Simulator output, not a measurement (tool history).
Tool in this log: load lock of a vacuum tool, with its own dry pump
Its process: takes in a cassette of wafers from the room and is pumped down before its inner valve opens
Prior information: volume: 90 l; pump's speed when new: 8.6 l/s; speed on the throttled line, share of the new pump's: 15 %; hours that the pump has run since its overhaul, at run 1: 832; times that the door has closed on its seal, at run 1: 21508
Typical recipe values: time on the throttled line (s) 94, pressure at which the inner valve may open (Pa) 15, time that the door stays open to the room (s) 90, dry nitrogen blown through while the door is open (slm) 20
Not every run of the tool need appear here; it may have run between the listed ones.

run    hour  time on the throttled line (s)  pressure at which the inner valve may open (Pa)  time that the door stays open to the room (s)  dry nitrogen blown through while the door is open (slm)  hours that the pump has run since its overhaul  times that the door has closed on its seal  incoming humidity of the room's air, %  time from the closed door until the inner valve may open (s)  rise of the pressure with all valves shut (Pa/min)
  1     0.0                              94                                               15                                             90                                                       20                                             832                                       21508                                    44.5                                                         173.5                                               0.190
  2    87.5                              94                                               15                                             90                                                       20                                             919                                       21923                                    47.1                                                         173.6                                               0.193
  3   136.0                              94                                               15                                             90                                                       20                                             968                                       22154                                    45.5                                                         175.0                                               0.199
  4   186.7                              94                                               20                                             90                                                       20                                            1018                                       22395                                    46.1                                                         170.5                                               0.200
  5   258.6                              94                                               15                                            116                                                       20                                            1090                                       22736                                    43.4                                                         173.8                                               0.210
  6   302.8                              94                                               15                                             90                                                       20                                            1135                                       22946                                    44.8                                                         172.9                                               0.206
  7   344.2                              94                                               15                                             32                                                       20                                            1176                                       23143                                    45.5                                                         173.5                                               0.194
  8   409.6                              94                                               15                                             32                                                       20                                            1241                                       23453                                    44.3                                                         172.9                                               0.199
  9   468.5                              94                                               15                                             32                                                       20                                            1300                                       23733                                    42.3                                                         173.7                                               0.214
 10   541.1                              94                                               15                                             32                                                       20                                            1373                                       24078                                    44.0                                                         174.7                                               0.208
 11   614.7                              94                                               15                                             90                                                       20                                            1447                                       24427                                    44.9                                                         173.7                                               0.220
 12   659.2                              94                                               15                                             90                                                        7                                            1491                                       24638                                    46.7                                                         174.5                                               0.238
 13   727.2                              94                                               15                                             90                                                       20                                            1559                                       24962                                    45.0                                                         174.3                                               0.231
 14   819.2                              94                                               15                                             90                                                       20                                            1651                                       25399                                    47.9                                                         174.3                                               0.233
 15   900.6                             112                                               15                                             90                                                       20                                            1732                                       25785                                    45.0                                                         189.9                                               0.253
 16   977.9                             112                                               15                                             90                                                       20                                            1810                                       26152                                    44.7                                                         189.3                                               0.239
 17  1063.5                             112                                               15                                             90                                                       20                                            1895                                       26559                                    48.5                                                         188.5                                               0.244
 18  1111.2                             112                                               15                                             90                                                       20                                            1943                                       26785                                    42.7                                                         190.5                                               0.247
 19  1169.4                             112                                               15                                             90                                                       20                                            2001                                       27061                                    45.9                                                         189.3                                               0.263
 20  1209.5                              54                                               15                                             68                                                       20                                            2041                                       27252                                    42.7                                                         141.1                                               0.257
 21  1248.7                              94                                               29                                             70                                                       20                                            2080                                       27438                                    46.4                                                         168.3                                               0.254
 22  1304.1                             180                                               15                                             32                                                       19                                            2136                                       27701                                    41.2                                                         246.4                                               0.263
 23  1343.6                              85                                               14                                             90                                                       33                                            2175                                       27889                                    42.5                                                         167.7                                               0.260
 24  1399.5                              85                                               14                                             90                                                       33                                            2231                                       28154                                    46.2                                                         166.9                                               0.267
 25  1471.9                              60                                               15                                            198                                                       20                                            2304                                       28498                                    44.0                                                         144.9                                               0.296
 26  1513.7                             109                                               27                                             90                                                       21                                            2345                                       28696                                    44.2                                                         181.3                                               0.279
 27  1574.7                             109                                               26                                             90                                                       21                                            2407                                       28986                                    46.3                                                         181.5                                               0.275
 28  1625.4                              55                                               12                                             36                                                       37                                            2457                                       29227                                    46.5                                                         143.5                                               0.273
 29  1691.5                              56                                               15                                             39                                                       20                                            2523                                       29541                                    45.2                                                         142.6                                               0.281
 30  1780.5                              56                                               15                                             39                                                       20                                            2612                                       29963                                    42.8                                                         142.8                                               0.280
 31  1855.8                              56                                               15                                             39                                                       20                                            2688                                       30321                                    44.8                                                         142.5                                               0.298
 32  1899.9                              94                                               11                                             81                                                       20                                            2732                                       30530                                    44.6                                                         177.6                                               0.302
 33  1984.4                              50                                               25                                             81                                                       20                                            2816                                       30932                                    45.4                                                         131.5                                               0.309
 34  2070.3                              51                                               25                                             81                                                       20                                            2902                                       31340                                    43.4                                                         133.1                                               0.313
 35  2158.3                              51                                               25                                             81                                                       20                                            2990                                       31758                                    45.8                                                         132.3                                               0.316
 36  2234.9                              51                                               25                                             81                                                       20                                            3067                                       32121                                    41.4                                                         133.1                                               0.327
 37  2299.5                              94                                               15                                             91                                                        4                                            3131                                       32428                                    45.0                                                         174.7                                               0.334

Hidden state or all else? Some run-to-run changes of time from the closed door until the inner valve may open (s), split into what the settings, what came in and random variation would give without the hidden state, and what is left for the hidden state (with any gauge scatter that isn't in both results):
The hidden state here: pump's speed, % of a new pump's; leak at the door's seal, Pa l/s; drift of the gauge itself on ready_s, %; drift of the gauge itself on rise_pa_min, %.
Run 19 -> 20: time on the throttled line (s) 112 -> 54, time that the door stays open to the room (s) 90 -> 68. time from the closed door until the inner valve may open (s) -48.2: hidden state +0.0, all else -48.2.
Run 20 -> 21: time on the throttled line (s) 54 -> 94, pressure at which the inner valve may open (Pa) 15 -> 29, time that the door stays open to the room (s) 68 -> 70. time from the closed door until the inner valve may open (s) +27.2: hidden state -0.3, all else +27.5.
Run 21 -> 22: time on the throttled line (s) 94 -> 180, pressure at which the inner valve may open (Pa) 29 -> 15, time that the door stays open to the room (s) 70 -> 32, dry nitrogen blown through while the door is open (slm) 20 -> 19. time from the closed door until the inner valve may open (s) +78.1: hidden state +0.2, all else +77.9.
Run 22 -> 23: time on the throttled line (s) 180 -> 85, pressure at which the inner valve may open (Pa) 15 -> 14, time that the door stays open to the room (s) 32 -> 90, dry nitrogen blown through while the door is open (slm) 19 -> 33. time from the closed door until the inner valve may open (s) -78.7: hidden state +0.0, all else -78.7.
Run 25 -> 26: time on the throttled line (s) 60 -> 109, pressure at which the inner valve may open (Pa) 15 -> 27, time that the door stays open to the room (s) 198 -> 90, dry nitrogen blown through while the door is open (slm) 20 -> 21. time from the closed door until the inner valve may open (s) +36.4: hidden state -0.3, all else +36.7.
Run 27 -> 28: time on the throttled line (s) 109 -> 55, pressure at which the inner valve may open (Pa) 26 -> 12, time that the door stays open to the room (s) 90 -> 36, dry nitrogen blown through while the door is open (slm) 21 -> 37. time from the closed door until the inner valve may open (s) -38.0: hidden state +0.3, all else -38.3.

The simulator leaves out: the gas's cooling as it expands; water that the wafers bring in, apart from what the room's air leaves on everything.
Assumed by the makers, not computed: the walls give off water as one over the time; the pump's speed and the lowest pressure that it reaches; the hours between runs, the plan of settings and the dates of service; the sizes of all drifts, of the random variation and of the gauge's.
